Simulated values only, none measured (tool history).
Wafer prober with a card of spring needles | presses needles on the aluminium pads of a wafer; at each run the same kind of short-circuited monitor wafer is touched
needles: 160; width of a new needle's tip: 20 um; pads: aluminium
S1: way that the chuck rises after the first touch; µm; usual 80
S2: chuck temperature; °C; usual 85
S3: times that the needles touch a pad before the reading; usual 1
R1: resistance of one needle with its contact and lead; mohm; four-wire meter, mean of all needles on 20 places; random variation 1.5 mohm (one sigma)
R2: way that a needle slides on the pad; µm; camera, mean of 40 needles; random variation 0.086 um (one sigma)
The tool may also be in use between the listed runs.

run,hour,S1,S2,S3,R1,R2
1,0,80,85,1,192,20.05
# hour 3.7: tips cleaned on abrasive film
# hour 8.6: tips cleaned on abrasive film
2,11.4,80,85,1,232,19.84
# hour 13.3: tips cleaned on abrasive film
# hour 18.3: tips cleaned on abrasive film
# hour 23: tips cleaned on abrasive film
3,23,80,85,1,156,19.81
# hour 27.7: tips cleaned on abrasive film
# hour 32.5: tips cleaned on abrasive film
4,32.5,80,85,1,154,19.62
# hour 37.4: tips cleaned on abrasive film
# hour 42: tips cleaned on abrasive film
5,44.3,80,85,1,218,19.67
# hour 47: tips cleaned on abrasive film
# hour 51.2: tips cleaned on abrasive film
6,51.7,80,85,1,165,19.67
# hour 55.7: tips cleaned on abrasive film
# hour 61: tips cleaned on abrasive film
7,62.3,80,85,2,171,19.54
# hour 65.3: tips cleaned on abrasive film
# hour 69.7: tips cleaned on abrasive film
# hour 75: tips cleaned on abrasive film
8,76.1,80,85,3,159,19.52
# hour 80.2: tips cleaned on abrasive film
9,84,80,85,3,190,19.52
# hour 85.1: tips cleaned on abrasive film
# hour 89.6: tips cleaned on abrasive film
10,91.1,80,85,1,202,19.53
# hour 94.6: tips cleaned on abrasive film
# hour 99.8: tips cleaned on abrasive film
# hour 104.9: tips cleaned on abrasive film
11,104.9,80,85,1,152,19.21
# hour 110.1: tips cleaned on abrasive film
12,113.4,80,85,1,256,19.25
# hour 114.6: tips cleaned on abrasive film
# hour 119.2: tips cleaned on abrasive film
# hour 123.9: tips cleaned on abrasive film
13,126.4,80,85,1,237,19.12
# hour 128.5: tips cleaned on abrasive film
# hour 133.3: tips cleaned on abrasive film
14,136.3,90,85,1,230,21.55
# hour 138.2: tips cleaned on abrasive film
# hour 143.1: tips cleaned on abrasive film
# hour 147.7: tips cleaned on abrasive film
15,151.9,90,85,1,251,21.57
# hour 153: tips cleaned on abrasive film
# hour 154.4: height of the first contact set anew
# hour 158.3: tips cleaned on abrasive film
# hour 163.3: tips cleaned on abrasive film
16,164.2,87,109,1,181,22.52
# hour 167.9: tips cleaned on abrasive film
# hour 172.9: tips cleaned on abrasive film
17,174.5,62,33,1,241,16.01
# hour 177.3: tips cleaned on abrasive film
# hour 182.1: tips cleaned on abrasive film
# hour 186.6: tips cleaned on abrasive film
18,186.6,62,33,1,159,15.83
# hour 191.1: tips cleaned on abrasive film
19,193.4,62,33,1,290,15.94
# hour 195.4: tips cleaned on abrasive film
# hour 200.4: tips cleaned on abrasive film
20,201.3,62,33,1,212,15.82
# hour 205.4: tips cleaned on abrasive film
# hour 210: tips cleaned on abrasive film
21,213,79,116,2,214,20.16

Run 22 comes next. What will it give?
# hour 215.1: tips cleaned on abrasive film
# hour 219.5: tips cleaned on abrasive film
# hour 224.5: tips cleaned on abrasive film
# hour 228.8: tips cleaned on abrasive film
22,228.8,91,118,1,?,?

Run 22 gave R1 153 mohm, R2 22.99 µm.
Without the tool's hidden state the same run would have given R1 142 mohm, R2 23.45 µm.
